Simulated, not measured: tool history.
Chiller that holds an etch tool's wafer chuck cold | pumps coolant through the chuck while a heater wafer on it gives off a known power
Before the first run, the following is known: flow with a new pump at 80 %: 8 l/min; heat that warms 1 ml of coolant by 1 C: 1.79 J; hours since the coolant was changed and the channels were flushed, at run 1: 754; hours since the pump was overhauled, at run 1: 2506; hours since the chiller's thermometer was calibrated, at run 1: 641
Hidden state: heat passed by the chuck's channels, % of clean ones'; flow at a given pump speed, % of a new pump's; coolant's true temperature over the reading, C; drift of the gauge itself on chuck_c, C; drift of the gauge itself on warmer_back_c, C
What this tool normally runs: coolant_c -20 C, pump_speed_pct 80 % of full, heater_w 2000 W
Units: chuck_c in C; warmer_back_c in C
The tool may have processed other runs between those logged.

run    hour  coolant_c  pump_speed_pct  heater_w  hours since the coolant was changed and the channels were flushed  hours since the pump was overhauled  hours since the chiller's thermometer was calibrated  chuck_c  warmer_back_c
  1       0        -20              80      2000                                                                754                                 2506                                                   641     -5.1            8.5
  2      48        -20              80      2000                                                                802                                 2554                                                   689     -5.1           8.64
  3   145.7        -20              80      2000                                                                900                                 2652                                                   787     -5.1           8.57
  4   220.4        -20              80      2000                                                                975                                 2727                                                   862       -5           8.55
  5   275.3        -20              80      2000                                                               1030                                 2781                                                   916     -4.9           8.58
  6   354.8        -14              80      2000                                                               1109                                 2861                                                   996      1.2           8.62
  7   465.7        -14              80      2000                                                               1220                                 2972                                                  1107      1.3            8.6
  8   531.1        -14              80      2000                                                               1285                                 3037                                                  1172      1.1           8.63
  9     642        -14              80      2000                                                               1396                                 3148                                                  1283      1.2           8.65
 10   711.9        -14              80      2000                                                               1466                                 3218                                                  1353      1.3           8.61
 11   800.3        -14              80      2000                                                               1555                                 3306                                                  1441      1.3           8.61
 12   906.8        -14              80      2000                                                               1661                                 3413                                                  1548      1.4           8.63
 13    1010        -12              80      2000                                                               1764                                 3516                                                  1651      3.4           8.69
 14  1082.3        -12              80      2000                                                               1837                                 3588                                                  1723      3.4           8.68
 15    1143        -12              80      2000                                                               1897                                 3649                                                  1784      3.5           8.66
 16  1216.6        -12              80      2000                                                               1971                                 3723                                                  1858      3.4           8.61
 17  1321.5        -12              80      2000                                                               2076                                 3828                                                  1963      3.7           8.62
 18  1421.1        -30              80      2000                                                               2175                                 3927                                                  2062    -14.4           8.64
 19  1526.5        -30              80      2000                                                               2281                                 4033                                                  2168    -14.2           8.66
 20  1634.1        -16              81      1099                                                               2388                                 4140                                                  2275     -7.3           4.71
 21  1687.5        -16              81      1099                                                               2442                                 4194                                                  2329     -7.3           4.69
 22  1762.3        -24              61      1147                                                               2517                                 4268                                                  2403      -13           6.55
 23  1818.7        -24              67      1990                                                               2573                                 4325                                                  2460     -6.1          10.34
 24  1899.2        -24              67      1990                                                               2654                                 4405                                                  2540     -6.2          10.34
 25    1968        -24              67      1990                                                               2722                                 4474                                                  2609       -6          10.26
 26  2069.2        -14              64      2000                                                               2824                                 4575                                                  2710      4.7          10.93
 27  2148.6        -14              64      2000                                                               2903                                 4655                                                  2790      4.5          10.89
 28  2252.7        -27              80      1490                                                               3007                                 4759                                                  2894    -14.8           6.48
 29  2309.3        -27              80      1490                                                               3064                                 4815                                                  2950    -14.6           6.52
 30  2387.1        -26              65      2300                                                               3142                                 4893                                                  3028     -4.8          12.41
 31  2498.5        -11              67      2000                                                               3253                                 5005                                                  3140      7.2          10.45
 32  2600.7        -15              93      2550                                                               3355                                 5107                                                  3242      3.7           9.61

Results for each run, recomputed without the tool's hidden state and with each run's random variation untouched:
run  chuck_c  warmer_back_c
  1     -5.7           8.32
  2     -5.7           8.46
  3     -5.8           8.38
  4     -5.7           8.35
  5     -5.6           8.38
  6      0.5           8.41
  7      0.4           8.38
  8      0.2           8.41
  9      0.3           8.42
 10      0.3           8.38
 11      0.3           8.37
 12      0.4           8.38
 13      2.3           8.43
 14      2.3           8.42
 15      2.3           8.39
 16      2.2           8.34
 17      2.4           8.35
 18    -15.8           8.36
 19    -15.6           8.37
 20     -8.2           4.55
 21     -8.3           4.52
 22    -14.1           6.31
 23     -7.7           9.96
 24     -7.9           9.96
 25     -7.7           9.87
 26      2.9          10.51
 27      2.6          10.47
 28    -16.2           6.22
 29      -16           6.26
 30       -7           11.9
 31      5.1          10.01
 32      1.5            9.2

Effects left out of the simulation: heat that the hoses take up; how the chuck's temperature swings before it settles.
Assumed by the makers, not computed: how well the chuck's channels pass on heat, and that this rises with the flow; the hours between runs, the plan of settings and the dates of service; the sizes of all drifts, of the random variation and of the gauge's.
